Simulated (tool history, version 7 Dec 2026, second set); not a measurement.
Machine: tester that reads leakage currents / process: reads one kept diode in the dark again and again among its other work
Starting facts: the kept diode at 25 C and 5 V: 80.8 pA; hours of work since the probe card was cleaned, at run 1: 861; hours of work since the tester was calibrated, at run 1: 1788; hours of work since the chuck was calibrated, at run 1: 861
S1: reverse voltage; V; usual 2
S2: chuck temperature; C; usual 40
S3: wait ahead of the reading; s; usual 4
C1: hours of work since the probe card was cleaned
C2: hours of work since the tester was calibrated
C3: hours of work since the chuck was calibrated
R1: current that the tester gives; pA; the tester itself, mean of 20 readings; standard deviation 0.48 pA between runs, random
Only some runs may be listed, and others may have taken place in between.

run,hour,S1,S2,S3,C1,C2,C3,R1
1,0,2,40,4,861,1788,861,157.02
2,197.4,2,40,4,1015,1942,1015,156.35
3,418.4,2,40,4,1188,2115,1188,156.08
4,676,2,40,4,1389,2316,1389,154.64
5,858.1,2,40,4,1531,2458,1531,154.85
# hour 1025.6: chuck's temperature calibrated
6,1097.5,12.36,40,4,1717,2644,56,483.78
7,1245.4,12.36,40,4,1832,2759,172,483.09
8,1466.1,12.36,40,4,2005,2932,344,484.23
9,1697.3,1.36,40,4,2185,3112,525,128.69
10,1863.6,1.36,39,4,2315,3242,655,117.89
11,2072.6,3.49,20,4,2479,3406,818,49.87
12,2228.6,3.49,20,4,2600,3528,940,49.86
13,2423.4,3.49,20,4,2753,3680,1092,49.85
14,2539.8,17.64,35,1.1,2844,3771,1183,420.51
# hour 2643.6: probe card cleaned and baked
15,2688.8,1.81,28,1.1,35,3885,1297,55.16
16,2839.9,6.38,40,0.56,153,4003,1415,303.36
17,3080.3,1.72,40,0.56,341,4191,1603,138.65
# hour 3163: chuck's temperature calibrated
18,3210.9,3.27,48,0.3,442,4291,37,387.62
19,3450.6,2.78,28,4.03,629,4478,225,74.66
20,3604.4,1.99,57,6.73,749,4599,345,545.22

Predict each of these 4 candidate next runs independently; none follows another, all start after run 20:
A,3752.5,2,40,3.95,865,4714,461,?
B,3752.5,1.75,20,0.62,865,4714,461,?
C,3752.5,2,40,0.99,865,4714,461,?
D,3752.5,1.99,57,0.39,865,4714,461,?

run,R1
A,158.04
B,29.37
C,158.92
D,541.55
With no hidden state in the tool, these same runs would have given:
run,R1
A,158.57
B,28.43
C,159.46
D,545.75

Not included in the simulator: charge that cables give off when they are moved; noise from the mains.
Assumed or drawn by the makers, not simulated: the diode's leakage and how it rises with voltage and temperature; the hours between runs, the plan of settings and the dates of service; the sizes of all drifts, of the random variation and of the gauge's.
